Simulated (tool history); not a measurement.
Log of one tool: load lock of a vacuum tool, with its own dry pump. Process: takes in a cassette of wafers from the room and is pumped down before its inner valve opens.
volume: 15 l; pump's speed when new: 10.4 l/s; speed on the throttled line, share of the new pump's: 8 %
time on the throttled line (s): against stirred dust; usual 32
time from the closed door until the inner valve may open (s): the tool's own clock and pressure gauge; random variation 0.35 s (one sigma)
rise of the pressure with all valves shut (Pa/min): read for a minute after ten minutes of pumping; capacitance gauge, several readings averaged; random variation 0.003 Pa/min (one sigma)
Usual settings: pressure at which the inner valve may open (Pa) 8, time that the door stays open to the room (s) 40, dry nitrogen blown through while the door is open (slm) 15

run	day	time on the throttled line (s)	pressure at which the inner valve may open (Pa)	time that the door stays open to the room (s)	dry nitrogen blown through while the door is open (slm)	incoming humidity of the room's air, %	time from the closed door until the inner valve may open (s)	rise of the pressure with all valves shut (Pa/min)
1	0	32	8	40	15	46.4	46.6	0.051
2	10.408	32	8	40	15	49.6	46.1	0.052
# day 22.721: dry pump taken out, an overhauled one fitted
3	28.138	32	8	56	15	43.1	42.7	0.049
4	42.875	32	8	56	15	44.1	42.8	0.049
5	63.696	32	8	56	15	44.7	43.3	0.052
6	78.792	32	8	56	15	44.5	43.1	0.056
7	89.775	32	6	40	15	45.2	43.4	0.055
8	107.854	32	14	40	15	46.1	42.8	0.055
9	123.017	32	14	40	15	43.5	42.7	0.053
10	131.875	32	14	40	15	42.2	42.9	0.052
11	150.262	32	14	40	15	44.8	42.3	0.056
12	171.025	54	10	209	6	43.5	63.3	0.113
13	182.775	54	10	209	6	43.2	63.4	0.111
14	194.25	44	12	171	15	47.7	54.3	0.081
15	202.979	44	12	171	15	46	54.2	0.08
16	221.242	44	7	95	15	43.5	55	0.07
17	231.017	44	11	68	8	47.5	54.6	0.088
18	251.179	32	8	40	21	47.9	43.9	0.061
19	266.946	26	15	158	20	44.6	38.4	0.073

Run 20 comes next. What will it give?
20	282.717	26	9	158	20	42.3	?	?

Run 20 gave time from the closed door until the inner valve may open (s) 39, rise of the pressure with all valves shut (Pa/min) 0.067.
Without the tool's hidden state the same run would have given time from the closed door until the inner valve may open (s) 37.9, rise of the pressure with all valves shut (Pa/min) 0.036.

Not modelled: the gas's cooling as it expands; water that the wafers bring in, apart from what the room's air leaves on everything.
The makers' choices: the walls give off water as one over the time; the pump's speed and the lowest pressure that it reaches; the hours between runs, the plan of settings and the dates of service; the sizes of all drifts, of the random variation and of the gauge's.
